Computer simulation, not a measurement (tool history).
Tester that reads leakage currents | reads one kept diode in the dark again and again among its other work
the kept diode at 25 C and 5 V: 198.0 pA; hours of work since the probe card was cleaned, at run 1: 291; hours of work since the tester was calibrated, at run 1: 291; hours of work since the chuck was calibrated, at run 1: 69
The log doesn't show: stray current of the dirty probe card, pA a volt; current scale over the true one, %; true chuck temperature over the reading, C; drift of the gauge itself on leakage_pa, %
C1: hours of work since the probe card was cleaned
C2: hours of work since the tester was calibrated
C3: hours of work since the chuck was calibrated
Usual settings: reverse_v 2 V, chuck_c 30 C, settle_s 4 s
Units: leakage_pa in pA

run 1 day=0 | reverse_v=2 chuck_c=30 settle_s=4 | C1=291 C2=291 C3=69 | leakage_pa=238.51
run 2 day=5.321 | reverse_v=2 chuck_c=30 settle_s=4 | C1=382 C2=382 C3=160 | leakage_pa=237.89
run 3 day=12.279 | reverse_v=2 chuck_c=22 settle_s=4 | C1=502 C2=502 C3=280 | leakage_pa=111.09
run 4 day=19.054 | reverse_v=2 chuck_c=30 settle_s=0.69 | C1=618 C2=618 C3=396 | leakage_pa=239.22
run 5 day=23.808 | reverse_v=2 chuck_c=30 settle_s=4 | C1=700 C2=700 C3=478 | leakage_pa=239.53
run 6 day=32.233 | reverse_v=2 chuck_c=37 settle_s=4 | C1=844 C2=844 C3=623 | leakage_pa=451.93
run 7 day=40.129 | reverse_v=2 chuck_c=37 settle_s=4 | C1=980 C2=980 C3=758 | leakage_pa=448.2
run 8 day=49.558 | reverse_v=2 chuck_c=37 settle_s=4 | C1=1142 C2=1142 C3=920 | leakage_pa=451.41
-- day=54.371 chuck's temperature calibrated
run 9 day=54.662 | reverse_v=2 chuck_c=37 settle_s=4 | C1=1228 C2=1228 C3=5 | leakage_pa=452
run 10 day=64.288 | reverse_v=2 chuck_c=21 settle_s=4 | C1=1394 C2=1394 C3=170 | leakage_pa=100.71
run 11 day=72.529 | reverse_v=2 chuck_c=30 settle_s=0.33 | C1=1535 C2=1535 C3=312 | leakage_pa=239.31
run 12 day=82.312 | reverse_v=2 chuck_c=38 settle_s=0.33 | C1=1703 C2=1703 C3=480 | leakage_pa=493.24
run 13 day=91.612 | reverse_v=2 chuck_c=24 settle_s=0.33 | C1=1863 C2=1863 C3=640 | leakage_pa=135.5
run 14 day=97.725 | reverse_v=2 chuck_c=27 settle_s=4 | C1=1968 C2=1968 C3=745 | leakage_pa=179.24
run 15 day=106.642 | reverse_v=2 chuck_c=27 settle_s=4 | C1=2121 C2=2121 C3=898 | leakage_pa=178.95
-- day=112.908 chuck's temperature calibrated
run 16 day=115.408 | reverse_v=2 chuck_c=27 settle_s=4 | C1=2270 C2=2270 C3=43 | leakage_pa=179.09
run 17 day=119.45 | reverse_v=2 chuck_c=27 settle_s=4 | C1=2340 C2=2340 C3=112 | leakage_pa=179.85
run 18 day=126.017 | reverse_v=2 chuck_c=27 settle_s=4 | C1=2453 C2=2453 C3=225 | leakage_pa=179.86
run 19 day=135.317 | reverse_v=2 chuck_c=30 settle_s=4 | C1=2612 C2=2612 C3=385 | leakage_pa=238.75
run 20 day=140.733 | reverse_v=2 chuck_c=30 settle_s=4 | C1=2705 C2=2705 C3=478 | leakage_pa=238.06
run 21 day=147.038 | reverse_v=4.07 chuck_c=23 settle_s=0.41 | C1=2814 C2=2814 C3=586 | leakage_pa=154.17
run 22 day=152.996 | reverse_v=2 chuck_c=30 settle_s=0.68 | C1=2916 C2=2916 C3=689 | leakage_pa=239.59
run 23 day=160.021 | reverse_v=2 chuck_c=30 settle_s=0.68 | C1=3037 C2=3037 C3=809 | leakage_pa=237.8
run 24 day=168.583 | reverse_v=2 chuck_c=30 settle_s=0.68 | C1=3184 C2=3184 C3=956 | leakage_pa=238.64
-- day=171.342 chuck's temperature calibrated
run 25 day=173.296 | reverse_v=1.37 chuck_c=53 settle_s=3.06 | C1=3263 C2=3263 C3=34 | leakage_pa=1546.96
run 26 day=178.679 | reverse_v=1.37 chuck_c=53 settle_s=3.06 | C1=3356 C2=3356 C3=126 | leakage_pa=1558.84
run 27 day=183.217 | reverse_v=2 chuck_c=56 settle_s=1.55 | C1=3434 C2=3434 C3=204 | leakage_pa=2240.1
run 28 day=187.271 | reverse_v=2 chuck_c=30 settle_s=0.85 | C1=3503 C2=3503 C3=274 | leakage_pa=239.39
-- day=188.554 probe card cleaned and baked
run 29 day=196.179 | reverse_v=2 chuck_c=30 settle_s=0.85 | C1=131 C2=3654 C3=425 | leakage_pa=239.32
run 30 day=202.479 | reverse_v=2 chuck_c=30 settle_s=3.77 | C1=239 C2=3763 C3=533 | leakage_pa=237.6
run 31 day=208.167 | reverse_v=1.62 chuck_c=23 settle_s=2.98 | C1=337 C2=3860 C3=630 | leakage_pa=114.58
run 32 day=215.988 | reverse_v=2 chuck_c=36 settle_s=4 | C1=471 C2=3995 C3=765 | leakage_pa=411.58
run 33 day=222.042 | reverse_v=2 chuck_c=36 settle_s=4 | C1=575 C2=4099 C3=869 | leakage_pa=410.79
run 34 day=226.946 | reverse_v=14.79 chuck_c=28 settle_s=1.29 | C1=660 C2=4183 C3=953 | leakage_pa=371.14
-- day=229.675 chuck's temperature calibrated
run 35 day=231.388 | reverse_v=2 chuck_c=47 settle_s=0.58 | C1=734 C2=4258 C3=29 | leakage_pa=1075.1
run 36 day=240.962 | reverse_v=2.02 chuck_c=21 settle_s=2.99 | C1=899 C2=4422 C3=194 | leakage_pa=100.84
run 37 day=246.762 | reverse_v=2.02 chuck_c=45 settle_s=0.56 | C1=999 C2=4522 C3=294 | leakage_pa=908.73
run 38 day=255.888 | reverse_v=4.81 chuck_c=21 settle_s=1.55 | C1=1155 C2=4679 C3=450 | leakage_pa=133.16
run 39 day=264.471 | reverse_v=1.22 chuck_c=30 settle_s=4 | C1=1303 C2=4826 C3=598 | leakage_pa=204.47

4 ways to go on from here, each from the tool as it stands after run 39. What would each give?
run A day=272.654 | reverse_v=1.77 chuck_c=28 settle_s=2.25 | C1=1443 C2=4967 C3=738 | leakage_pa=?
run B day=272.654 | reverse_v=11.02 chuck_c=41 settle_s=4 | C1=1443 C2=4967 C3=738 | leakage_pa=?
run C day=272.654 | reverse_v=1.76 chuck_c=42 settle_s=4 | C1=1443 C2=4967 C3=738 | leakage_pa=?
run D day=272.654 | reverse_v=18.1 chuck_c=49 settle_s=4 | C1=1443 C2=4967 C3=738 | leakage_pa=?

run=A leakage_pa=189.49
run=B leakage_pa=1095.44
run=C leakage_pa=668.2
run=D leakage_pa=2522.18
Without the tool's hidden state the same runs would have given:
run=A leakage_pa=189.81
run=B leakage_pa=1097.14
run=C leakage_pa=669.26
run=D leakage_pa=2525.96
